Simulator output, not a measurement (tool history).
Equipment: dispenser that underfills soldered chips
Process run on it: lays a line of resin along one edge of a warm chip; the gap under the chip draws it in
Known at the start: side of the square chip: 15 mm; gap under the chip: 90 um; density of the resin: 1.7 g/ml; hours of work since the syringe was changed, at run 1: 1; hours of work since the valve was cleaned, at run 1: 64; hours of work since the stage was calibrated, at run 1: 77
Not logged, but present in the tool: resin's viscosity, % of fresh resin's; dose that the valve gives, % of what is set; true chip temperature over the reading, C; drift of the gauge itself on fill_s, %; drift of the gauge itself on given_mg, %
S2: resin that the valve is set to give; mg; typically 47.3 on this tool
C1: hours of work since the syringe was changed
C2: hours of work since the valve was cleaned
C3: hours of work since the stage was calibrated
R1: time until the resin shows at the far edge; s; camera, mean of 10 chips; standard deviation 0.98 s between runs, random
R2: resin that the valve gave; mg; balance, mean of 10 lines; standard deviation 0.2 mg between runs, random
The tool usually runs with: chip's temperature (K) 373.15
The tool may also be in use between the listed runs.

run 1 day=0 | chip's_temperature_(K)=373.15 S2=47.3 | C1=1 C2=64 C3=77 | R1=101.5 R2=45.2
run 2 day=0.55 | chip's_temperature_(K)=373.15 S2=47.3 | C1=10 C2=72 C3=85 | R1=182.3 R2=45.32
-- day=0.675 new syringe of resin
run 3 day=1.096 | chip's_temperature_(K)=373.15 S2=55.5 | C1=6 C2=80 C3=94 | R1=142.8 R2=52.95
-- day=1.388 new syringe of resin
-- day=1.654 dispensing valve cleaned and set on the balance
run 4 day=1.654 | chip's_temperature_(K)=373.15 S2=55.5 | C1=3 C2=0 C3=101 | R1=116.2 R2=55.7
-- day=2.183 new syringe of resin
run 5 day=2.2 | chip's_temperature_(K)=373.15 S2=55.5 | C1=0 C2=8 C3=109 | R1=90.8 R2=55.61
run 6 day=2.596 | chip's_temperature_(K)=373.15 S2=55.5 | C1=6 C2=14 C3=115 | R1=137.3 R2=55.53
-- day=2.888 new syringe of resin
run 7 day=3.092 | chip's_temperature_(K)=373.15 S2=47.3 | C1=3 C2=22 C3=123 | R1=113.3 R2=46.71
-- day=3.617 new syringe of resin
run 8 day=3.758 | chip's_temperature_(K)=373.15 S2=47.3 | C1=2 C2=31 C3=133 | R1=106.2 R2=45.99
-- day=4.354 new syringe of resin
run 9 day=4.375 | chip's_temperature_(K)=373.15 S2=47.3 | C1=0 C2=41 C3=142 | R1=95.2 R2=46.24
run 10 day=4.954 | chip's_temperature_(K)=373.15 S2=52.8 | C1=9 C2=49 C3=151 | R1=168.5 R2=51.16
-- day=5.096 new syringe of resin
run 11 day=5.571 | chip's_temperature_(K)=373.15 S2=52.8 | C1=7 C2=59 C3=160 | R1=146.2 R2=51.01
-- day=5.829 new syringe of resin
run 12 day=6.079 | chip's_temperature_(K)=373.15 S2=52.8 | C1=4 C2=66 C3=167 | R1=116.5 R2=50.87
-- day=6.558 new syringe of resin
run 13 day=6.596 | chip's_temperature_(K)=373.15 S2=42.8 | C1=1 C2=74 C3=175 | R1=100.7 R2=40.69
run 14 day=7.221 | chip's_temperature_(K)=373.15 S2=42.8 | C1=10 C2=83 C3=184 | R1=196.4 R2=40.74
-- day=7.292 new syringe of resin
-- day=7.617 dispensing valve cleaned and set on the balance
run 15 day=7.692 | chip's_temperature_(K)=373.15 S2=47.3 | C1=5 C2=1 C3=191 | R1=131.9 R2=47.23
-- day=8.046 new syringe of resin
run 16 day=8.058 | chip's_temperature_(K)=373.15 S2=47.3 | C1=0 C2=6 C3=196 | R1=93.1 R2=47.1
run 17 day=8.717 | chip's_temperature_(K)=373.15 S2=47.3 | C1=10 C2=16 C3=206 | R1=180.1 R2=46.79
-- day=8.754 new syringe of resin
run 18 day=9.229 | chip's_temperature_(K)=363.15 S2=47.3 | C1=7 C2=24 C3=214 | R1=229.2 R2=46.29
-- day=9.479 new syringe of resin
run 19 day=9.729 | chip's_temperature_(K)=369.15 S2=59.6 | C1=4 C2=31 C3=221 | R1=136 R2=58.31
-- day=10.192 new syringe of resin
run 20 day=10.242 | chip's_temperature_(K)=361.15 S2=61.1 | C1=1 C2=39 C3=229 | R1=157.2 R2=59.56
run 21 day=10.712 | chip's_temperature_(K)=385.15 S2=42.5 | C1=8 C2=46 C3=236 | R1=98.8 R2=41.03
-- day=10.904 new syringe of resin
run 22 day=11.317 | chip's_temperature_(K)=385.15 S2=42.5 | C1=6 C2=55 C3=245 | R1=91.1 R2=40.97
-- day=11.612 new syringe of resin
run 23 day=11.612 | chip's_temperature_(K)=386.15 S2=52.1 | C1=0 C2=60 C3=249 | R1=54.4 R2=50.08
run 24 day=12.021 | chip's_temperature_(K)=387.15 S2=42.8 | C1=6 C2=66 C3=255 | R1=82.3 R2=40.83
-- day=12.342 new syringe of resin
run 25 day=12.654 | chip's_temperature_(K)=381.15 S2=48.8 | C1=5 C2=75 C3=265 | R1=89.9 R2=46.58
run 26 day=13.012 | chip's_temperature_(K)=376.15 S2=41.2 | C1=10 C2=81 C3=270 | R1=171.8 R2=38.89
-- day=13.067 new syringe of resin
-- day=13.583 dispensing valve cleaned and set on the balance
run 27 day=13.675 | chip's_temperature_(K)=376.15 S2=41.2 | C1=9 C2=1 C3=280 | R1=146.8 R2=41.52
-- day=13.821 new syringe of resin
run 28 day=14.204 | chip's_temperature_(K)=371.15 S2=50.6 | C1=6 C2=9 C3=287 | R1=142.5 R2=50.46
-- day=14.579 new syringe of resin
run 29 day=14.771 | chip's_temperature_(K)=371.15 S2=50.6 | C1=3 C2=18 C3=296 | R1=120.2 R2=50
-- day=15.321 new syringe of resin
run 30 day=15.346 | chip's_temperature_(K)=380.15 S2=57.2 | C1=0 C2=26 C3=304 | R1=67.5 R2=56.13
run 31 day=15.833 | chip's_temperature_(K)=383.15 S2=54 | C1=8 C2=34 C3=312 | R1=98.6 R2=52.6
-- day=16.05 new syringe of resin
run 32 day=16.312 | chip's_temperature_(K)=383.15 S2=54 | C1=4 C2=41 C3=319 | R1=76.2 R2=52.41
-- day=16.771 new syringe of resin
run 33 day=16.971 | chip's_temperature_(K)=376.15 S2=52.7 | C1=3 C2=51 C3=329 | R1=95.9 R2=50.52
-- day=17.475 new syringe of resin
run 34 day=17.475 | chip's_temperature_(K)=373.15 S2=40.6 | C1=0 C2=58 C3=336 | R1=94 R2=38.94
run 35 day=17.896 | chip's_temperature_(K)=372.15 S2=43.8 | C1=6 C2=64 C3=342 | R1=146.7 R2=41.98

Each row is a separate what-if for the run after 35, all from the same tool condition, not one after another. Results?
-- day=18.217 new syringe of resin
run A day=18.492 | chip's_temperature_(K)=368.15 S2=47.3 | C1=4 C2=73 C3=351 | R1=? R2=?
-- day=18.217 new syringe of resin
run B day=18.492 | chip's_temperature_(K)=384.15 S2=45.2 | C1=4 C2=73 C3=351 | R1=? R2=?
-- day=18.217 new syringe of resin
run C day=18.492 | chip's_temperature_(K)=373.15 S2=43.9 | C1=4 C2=73 C3=351 | R1=? R2=?

run=A R1=148 R2=45.19
run=B R1=77.5 R2=43.19
run=C R1=124 R2=42.15
Had the tool no hidden state, the same runs would have come out as:
run=A R1=115.9 R2=47.4
run=B R1=60.3 R2=45.3
run=C R1=96.7 R2=44.21
